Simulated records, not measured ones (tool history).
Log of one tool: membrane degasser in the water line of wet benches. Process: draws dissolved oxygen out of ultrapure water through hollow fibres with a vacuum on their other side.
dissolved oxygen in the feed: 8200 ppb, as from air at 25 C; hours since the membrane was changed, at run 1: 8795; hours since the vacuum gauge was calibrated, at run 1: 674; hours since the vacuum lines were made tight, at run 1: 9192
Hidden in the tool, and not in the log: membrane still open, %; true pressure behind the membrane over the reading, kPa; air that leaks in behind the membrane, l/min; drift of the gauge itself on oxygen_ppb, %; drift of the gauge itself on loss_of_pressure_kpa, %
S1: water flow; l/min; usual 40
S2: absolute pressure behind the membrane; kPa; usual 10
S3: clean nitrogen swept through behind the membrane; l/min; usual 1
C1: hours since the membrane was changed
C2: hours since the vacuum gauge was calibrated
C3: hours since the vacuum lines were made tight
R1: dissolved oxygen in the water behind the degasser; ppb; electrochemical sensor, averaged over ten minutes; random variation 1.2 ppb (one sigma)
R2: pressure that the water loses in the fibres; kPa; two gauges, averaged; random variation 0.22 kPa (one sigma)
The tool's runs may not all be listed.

run 1 day=0 | S1=40 S2=10 S3=1 | C1=8795 C2=674 C3=9192 | R1=524.5 R2=54.16
run 2 day=6.367 | S1=40 S2=10 S3=0.44 | C1=8947 C2=826 C3=9345 | R1=916.7 R2=53.97
run 3 day=15.388 | S1=40 S2=10 S3=0.44 | C1=9164 C2=1043 C3=9561 | R1=919.9 R2=53.69
run 4 day=23.888 | S1=40 S2=10 S3=0.44 | C1=9368 C2=1247 C3=9765 | R1=922.1 R2=54.27
run 5 day=29.996 | S1=40 S2=10 S3=1 | C1=9515 C2=1394 C3=9912 | R1=525.6 R2=53.8
-- day=32.846 seals of the vacuum lines changed
run 6 day=37.767 | S1=40 S2=10 S3=0.46 | C1=9699 C2=1578 C3=118 | R1=895.1 R2=54.18
run 7 day=46.983 | S1=40 S2=10 S3=2.07 | C1=9920 C2=1799 C3=339 | R1=291.9 R2=54.13
run 8 day=56.517 | S1=40 S2=10 S3=2.07 | C1=10149 C2=2028 C3=568 | R1=291.5 R2=53.77
run 9 day=62.758 | S1=40 S2=10 S3=1 | C1=10299 C2=2178 C3=718 | R1=523.9 R2=54.07
run 10 day=69.225 | S1=40 S2=10 S3=1 | C1=10454 C2=2333 C3=873 | R1=524.4 R2=53.7
run 11 day=78.821 | S1=40 S2=10 S3=1 | C1=10684 C2=2563 C3=1103 | R1=523 R2=54
run 12 day=86.65 | S1=60 S2=10 S3=1 | C1=10872 C2=2751 C3=1291 | R1=729.3 R2=80.82
run 13 day=98.8 | S1=40 S2=10 S3=0.45 | C1=11164 C2=3043 C3=1583 | R1=901.8 R2=54.27
run 14 day=110.892 | S1=40 S2=10 S3=0.45 | C1=11454 C2=3333 C3=1873 | R1=906.1 R2=54.24
run 15 day=119.454 | S1=40 S2=10 S3=0.45 | C1=11660 C2=3539 C3=2079 | R1=909.9 R2=53.7
run 16 day=128.179 | S1=50 S2=10 S3=0.45 | C1=11869 C2=3748 C3=2288 | R1=1041.8 R2=67.59
run 17 day=137.096 | S1=50 S2=10 S3=0.45 | C1=12083 C2=3962 C3=2502 | R1=1049.2 R2=67.4
run 18 day=143.3 | S1=50 S2=10 S3=0.45 | C1=12232 C2=4111 C3=2651 | R1=1042.7 R2=67.2
run 19 day=155.408 | S1=33 S2=7.6 S3=1.08 | C1=12522 C2=4401 C3=2941 | R1=277.9 R2=44.3
run 20 day=165.354 | S1=33 S2=7.6 S3=1.08 | C1=12761 C2=4640 C3=3180 | R1=278.4 R2=44.43
-- day=170.325 vacuum gauge calibrated
run 21 day=175.367 | S1=40 S2=15 S3=1 | C1=13001 C2=121 C3=3420 | R1=869.8 R2=54.29
run 22 day=184.408 | S1=40 S2=15 S3=0.93 | C1=13218 C2=338 C3=3637 | R1=918.7 R2=54.46
run 23 day=193.142 | S1=40 S2=15 S3=0.93 | C1=13428 C2=548 C3=3847 | R1=919 R2=54.09
run 24 day=204.112 | S1=56 S2=8.3 S3=2.93 | C1=13691 C2=811 C3=4110 | R1=242.6 R2=75.42
run 25 day=213.504 | S1=30 S2=8.3 S3=2.93 | C1=13916 C2=1036 C3=4335 | R1=123 R2=40.34
run 26 day=219.912 | S1=30 S2=9.3 S3=0.42 | C1=14070 C2=1190 C3=4489 | R1=710.6 R2=40.7
run 27 day=228.3 | S1=28 S2=7.9 S3=0.82 | C1=14271 C2=1391 C3=4690 | R1=320.7 R2=37.43
run 28 day=233.996 | S1=55 S2=7.9 S3=0.7 | C1=14408 C2=1528 C3=4827 | R1=614.9 R2=73.84
run 29 day=239.938 | S1=55 S2=7.9 S3=0.7 | C1=14551 C2=1671 C3=4970 | R1=613.4 R2=73.91
run 30 day=252.233 | S1=55 S2=16 S3=2.48 | C1=14846 C2=1966 C3=5265 | R1=610.2 R2=74.29
run 31 day=260.329 | S1=34 S2=18.7 S3=1 | C1=15040 C2=2160 C3=5459 | R1=983.8 R2=45.86
run 32 day=269.221 | S1=47 S2=24.6 S3=1.49 | C1=15253 C2=2373 C3=5672 | R1=1242 R2=63.17
run 33 day=275.338 | S1=35 S2=7.2 S3=1.66 | C1=15400 C2=2520 C3=5819 | R1=187 R2=47.3

3 ways to go on from here, each from the tool as it stands after run 33. What would each give?
run A day=284.488 | S1=54 S2=7.2 S3=1.66 | C1=15620 C2=2740 C3=6039 | R1=? R2=?
run B day=284.488 | S1=35 S2=7.2 S3=0.93 | C1=15620 C2=2740 C3=6039 | R1=? R2=?
run C day=284.488 | S1=34 S2=23.5 S3=0.54 | C1=15620 C2=2740 C3=6039 | R1=? R2=?

run=A R1=290 R2=72.94
run=B R1=300.1 R2=47.37
run=C R1=1895.8 R2=45.45
Without the tool's hidden state the same runs would have given:
run=A R1=289.7 R2=72.87
run=B R1=299.9 R2=47.32
run=C R1=1895.7 R2=45.4

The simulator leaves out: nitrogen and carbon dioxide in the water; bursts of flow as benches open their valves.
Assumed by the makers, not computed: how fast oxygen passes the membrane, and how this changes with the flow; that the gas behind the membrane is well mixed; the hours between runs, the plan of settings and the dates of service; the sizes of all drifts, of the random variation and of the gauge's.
